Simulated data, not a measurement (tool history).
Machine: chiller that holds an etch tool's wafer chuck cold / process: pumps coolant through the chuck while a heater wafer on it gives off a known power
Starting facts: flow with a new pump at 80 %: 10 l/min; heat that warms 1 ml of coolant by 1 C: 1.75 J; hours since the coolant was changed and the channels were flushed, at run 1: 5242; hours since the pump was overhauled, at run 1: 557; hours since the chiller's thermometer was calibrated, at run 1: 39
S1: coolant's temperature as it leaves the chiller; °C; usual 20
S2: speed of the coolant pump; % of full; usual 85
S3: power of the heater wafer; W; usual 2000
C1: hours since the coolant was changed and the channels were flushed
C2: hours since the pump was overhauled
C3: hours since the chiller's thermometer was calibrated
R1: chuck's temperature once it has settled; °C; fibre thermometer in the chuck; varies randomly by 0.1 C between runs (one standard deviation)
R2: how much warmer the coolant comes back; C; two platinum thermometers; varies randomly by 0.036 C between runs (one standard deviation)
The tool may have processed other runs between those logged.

run    hour  S1  S2    S3    C1    C2    C3    R1     R2
  1       0  20  85  2000  5242   557    39  39.3   6.58
  2    43.2  10  85  2000  5285   601    82  29.1   6.58
  3   120.4  20  65  2000  5362   678   159  43.8   8.52
  4   199.5  11  85  2000  5441   757   238  30.4   6.57
  5   271.9  20  85  2000  5513   829   311  39.5   6.56
  6   310.4  20  85  1823  5552   868   349  37.7   6.01
  7   383.1  20  85  2000  5625   940   422  39.4   6.66
  8   425.3  20  97  2000  5667   983   464  37.6   5.79
  9     489  20  97  2000  5730  1046   528  37.7   5.82
 10   540.1  20  85  2000  5782  1097   579  39.5   6.62
 11   604.2  20  85  2000  5846  1162   643  39.8   6.66
 12   666.5  20  85  2000  5908  1224   705  39.7   6.69
 13   727.8  20  99  2000  5969  1285   767  37.6   5.74
 14     798  20  99  2000  6040  1355   837  37.6   5.75
 15   879.3  20  99  2000  6121  1437   918  37.8   5.78
 16   936.3  20  99  2000  6178  1494   975  37.7   5.75
 17   985.8  20  74  2000  6227  1543  1025  42.4   7.67
 18  1035.9  29  71  2000  6277  1593  1075    52    7.9
 19  1069.7  13  97  1320  6311  1627  1109  25.1    3.9
 20    1137  13  97  1320  6379  1694  1176    25    3.9
 21  1217.3  20  85  1561  6459  1775  1256  35.8   5.22
 22  1284.8  17  71  1561  6526  1842  1324  35.2   6.24
     1295.8  -- coolant pump overhauled
 23  1358.3  15  73  1838  6595    63  1392  36.2   7.38
 24  1417.2  15  73  1838  6654   121  1451  36.6   7.37
 25  1468.6  15  73  1838  6705   173  1503  36.6   7.41
 26  1534.4  15  73  1838  6771   239  1568  36.6   7.36
 27  1585.5  17  82  1201  6822   290  1619  29.9   4.34
 28  1621.7  20  62  2354  6858   326  1656  51.7  11.15
 29  1660.8  18  73  1965  6897   365  1695  41.1   7.91
     1684.4  -- coolant pump overhauled, once more
 30  1727.2  12  85  2776  6959    43  1756  39.5   8.85
 31  1765.3  12  85  2776  6997    81  1794  39.5   8.96

A few steps of R1 between consecutive runs. Split each: what settings, incoming material and random variation would produce without the hidden state, and what is left over for the hidden state, along with gauge scatter present in only one of the two compared results (measured, and without hidden state):
What the log doesn't record here: heat passed by the chuck's channels, % of clean ones'; flow at a given pump speed, % of a new pump's; coolant's true temperature over the reading, C; drift of the gauge itself on chuck_c, C; drift of the gauge itself on warmer_back_c, C.
Run 2 -> 3: S1 10 -> 20, S2 85 -> 65. R1 +14.7 °C: hidden state +0.7, all else +14.
Run 18 -> 19: S1 29 -> 13, S2 71 -> 97, S3 2000 -> 1320. R1 -26.9 °C: hidden state -2, all else -24.9.
Run 26 -> 27: S1 15 -> 17, S2 73 -> 82, S3 1838 -> 1201. R1 -6.7 °C: hidden state -1.8, all else -4.9.
Run 27 -> 28: S1 17 -> 20, S2 82 -> 62, S3 1201 -> 2354. R1 +21.8 °C: hidden state +4, all else +17.8.
